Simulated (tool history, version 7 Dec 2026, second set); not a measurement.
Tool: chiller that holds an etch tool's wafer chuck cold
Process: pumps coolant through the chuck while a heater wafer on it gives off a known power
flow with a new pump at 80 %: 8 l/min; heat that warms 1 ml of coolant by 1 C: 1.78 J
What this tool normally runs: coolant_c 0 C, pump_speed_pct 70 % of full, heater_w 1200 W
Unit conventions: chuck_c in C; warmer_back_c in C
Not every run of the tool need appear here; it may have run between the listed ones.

run 1 hour=0 | coolant_c=0 pump_speed_pct=70 heater_w=1200 | chuck_c=15.3 warmer_back_c=6.5
run 2 hour=126.1 | coolant_c=0 pump_speed_pct=70 heater_w=1200 | chuck_c=15.4 warmer_back_c=6.6
run 3 hour=219.9 | coolant_c=0 pump_speed_pct=70 heater_w=1200 | chuck_c=15.2 warmer_back_c=6.55
run 4 hour=343.3 | coolant_c=10 pump_speed_pct=70 heater_w=1200 | chuck_c=25.4 warmer_back_c=6.56
run 5 hour=472.1 | coolant_c=-8 pump_speed_pct=70 heater_w=1200 | chuck_c=7.5 warmer_back_c=6.6
run 6 hour=649.9 | coolant_c=-8 pump_speed_pct=70 heater_w=1200 | chuck_c=7.6 warmer_back_c=6.6
run 7 hour=830.5 | coolant_c=-8 pump_speed_pct=70 heater_w=1200 | chuck_c=7.5 warmer_back_c=6.61
run 8 hour=981.3 | coolant_c=0 pump_speed_pct=70 heater_w=664 | chuck_c=8.5 warmer_back_c=3.66
run 9 hour=1116 | coolant_c=0 pump_speed_pct=70 heater_w=664 | chuck_c=8.8 warmer_back_c=3.65
run 10 hour=1213.3 | coolant_c=0 pump_speed_pct=70 heater_w=664 | chuck_c=8.5 warmer_back_c=3.72
run 11 hour=1411.8 | coolant_c=0 pump_speed_pct=70 heater_w=664 | chuck_c=8.6 warmer_back_c=3.64
run 12 hour=1607.1 | coolant_c=0 pump_speed_pct=70 heater_w=1609 | chuck_c=21.2 warmer_back_c=8.99
-- hour=1629.2 chiller's thermometer calibrated
run 13 hour=1732.3 | coolant_c=0 pump_speed_pct=70 heater_w=1609 | chuck_c=21.3 warmer_back_c=9.07
run 14 hour=1846.6 | coolant_c=0 pump_speed_pct=70 heater_w=1609 | chuck_c=21.3 warmer_back_c=9.05
run 15 hour=2049.7 | coolant_c=0 pump_speed_pct=70 heater_w=1200 | chuck_c=16 warmer_back_c=6.8
run 16 hour=2246.3 | coolant_c=9 pump_speed_pct=70 heater_w=1200 | chuck_c=25.2 warmer_back_c=6.81
run 17 hour=2440.5 | coolant_c=7 pump_speed_pct=70 heater_w=1065 | chuck_c=21.3 warmer_back_c=6.09
run 18 hour=2595.2 | coolant_c=4 pump_speed_pct=70 heater_w=1002 | chuck_c=17.4 warmer_back_c=5.76
run 19 hour=2759 | coolant_c=4 pump_speed_pct=70 heater_w=1002 | chuck_c=17.4 warmer_back_c=5.72
run 20 hour=2944 | coolant_c=0 pump_speed_pct=66 heater_w=703 | chuck_c=9.9 warmer_back_c=4.33
run 21 hour=3082.3 | coolant_c=-3 pump_speed_pct=88 heater_w=1262 | chuck_c=11.4 warmer_back_c=5.65
run 22 hour=3288.7 | coolant_c=0 pump_speed_pct=64 heater_w=1200 | chuck_c=17.4 warmer_back_c=7.61
run 23 hour=3458.2 | coolant_c=-9 pump_speed_pct=72 heater_w=1401 | chuck_c=9.6 warmer_back_c=7.82
run 24 hour=3583.1 | coolant_c=0 pump_speed_pct=62 heater_w=1200 | chuck_c=17.9 warmer_back_c=7.96
run 25 hour=3693.2 | coolant_c=5 pump_speed_pct=72 heater_w=1620 | chuck_c=26.8 warmer_back_c=9.23
run 26 hour=3843.6 | coolant_c=0 pump_speed_pct=88 heater_w=1602 | chuck_c=18.6 warmer_back_c=7.3
run 27 hour=3963.7 | coolant_c=10 pump_speed_pct=96 heater_w=1200 | chuck_c=22.9 warmer_back_c=4.98
run 28 hour=4115.9 | coolant_c=10 pump_speed_pct=96 heater_w=1200 | chuck_c=23 warmer_back_c=5.03
-- hour=4172.2 chiller's thermometer calibrated
run 29 hour=4262.9 | coolant_c=0 pump_speed_pct=100 heater_w=1200 | chuck_c=12.9 warmer_back_c=4.84
run 30 hour=4469.9 | coolant_c=0 pump_speed_pct=100 heater_w=1200 | chuck_c=12.9 warmer_back_c=4.81
run 31 hour=4642.3 | coolant_c=0 pump_speed_pct=100 heater_w=1200 | chuck_c=12.9 warmer_back_c=4.85
run 32 hour=4765 | coolant_c=0 pump_speed_pct=100 heater_w=1200 | chuck_c=13.1 warmer_back_c=4.88

4 ways to go on from here, each from the tool as it stands after run 32. What would each give?
run A hour=4855.3 | coolant_c=-6 pump_speed_pct=63 heater_w=1589 | chuck_c=? warmer_back_c=?
run B hour=4855.3 | coolant_c=0 pump_speed_pct=71 heater_w=1200 | chuck_c=? warmer_back_c=?
run C hour=4855.3 | coolant_c=0 pump_speed_pct=64 heater_w=1271 | chuck_c=? warmer_back_c=?
run D hour=4855.3 | coolant_c=0 pump_speed_pct=70 heater_w=1200 | chuck_c=? warmer_back_c=?

run=A chuck_c=18.3 warmer_back_c=10.71
run=B chuck_c=16.8 warmer_back_c=6.99
run=C chuck_c=19.4 warmer_back_c=8.38
run=D chuck_c=17.1 warmer_back_c=7.17
What these runs would have given with no unlogged condition in the tool:
run=A chuck_c=14.2 warmer_back_c=8.74
run=B chuck_c=14 warmer_back_c=5.7
run=C chuck_c=16.1 warmer_back_c=6.83
run=D chuck_c=14.2 warmer_back_c=5.85
